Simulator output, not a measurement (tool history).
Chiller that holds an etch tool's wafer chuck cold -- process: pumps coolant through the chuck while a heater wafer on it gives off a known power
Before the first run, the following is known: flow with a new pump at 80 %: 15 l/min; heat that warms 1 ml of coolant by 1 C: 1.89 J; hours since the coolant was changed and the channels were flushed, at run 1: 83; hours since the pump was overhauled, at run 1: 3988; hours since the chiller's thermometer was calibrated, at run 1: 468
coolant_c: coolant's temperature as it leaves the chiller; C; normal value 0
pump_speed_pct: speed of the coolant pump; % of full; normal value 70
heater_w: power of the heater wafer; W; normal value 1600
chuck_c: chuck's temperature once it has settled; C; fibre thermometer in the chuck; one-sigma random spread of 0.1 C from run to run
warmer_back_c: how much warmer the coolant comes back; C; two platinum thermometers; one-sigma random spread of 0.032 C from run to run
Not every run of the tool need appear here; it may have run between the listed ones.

run,hour,coolant_c,pump_speed_pct,heater_w,hours since the coolant was changed and the channels were flushed,hours since the pump was overhauled,hours since the chiller's thermometer was calibrated,chuck_c,warmer_back_c
1,0.0,0,70,1600,83,3988,468,13.4,3.83
2,200.6,0,70,1600,283,4188,669,13.4,3.84
3,333.5,0,70,1600,416,4321,802,13.2,3.96
4,538.6,0,91,1600,621,4526,1007,11.7,2.96
5,728.4,0,70,1600,811,4716,1197,13.4,3.89
6,831.2,0,70,1600,914,4819,1300,13.5,3.88
7,1011.9,0,70,1600,1095,5000,1480,13.3,3.88
8,1161.8,0,70,1600,1244,5150,1630,13.5,3.87
9,1269.1,0,70,1600,1352,5257,1738,13.4,3.88
10,1476.9,0,70,1600,1559,5465,1945,13.3,3.91
11,1604.5,0,70,1600,1687,5592,2073,13.4,3.87
12,1726.5,0,70,1600,1809,5714,2195,13.3,3.82
13,1890.8,0,70,1600,1973,5879,2359,13.3,3.85
14,2108.0,0,70,1600,2191,6096,2576,13.2,3.90
15,2299.7,2,74,1447,2382,6288,2768,13.8,3.29
16,2420.2,2,74,1447,2503,6408,2889,13.7,3.27
17,2540.6,2,73,1124,2623,6528,3009,11.4,2.54
18,2697.6,2,73,1124,2780,6685,3166,11.1,2.61
19,2851.1,2,73,1124,2934,6839,3320,11.1,2.61
20,2972.0,2,73,1124,3055,6960,3440,11.1,2.59

Estimate the outcome of run 21 from the log above:
21,3163.2,-2,70,857,3246,7151,3632,?,?

Run 21 measured chuck_c 5.2 C, warmer_back_c 2.09 C.
Were there no unlogged condition in the tool, this run, its random variation unchanged, would have produced chuck_c 5.2 C, warmer_back_c 2.09 C.

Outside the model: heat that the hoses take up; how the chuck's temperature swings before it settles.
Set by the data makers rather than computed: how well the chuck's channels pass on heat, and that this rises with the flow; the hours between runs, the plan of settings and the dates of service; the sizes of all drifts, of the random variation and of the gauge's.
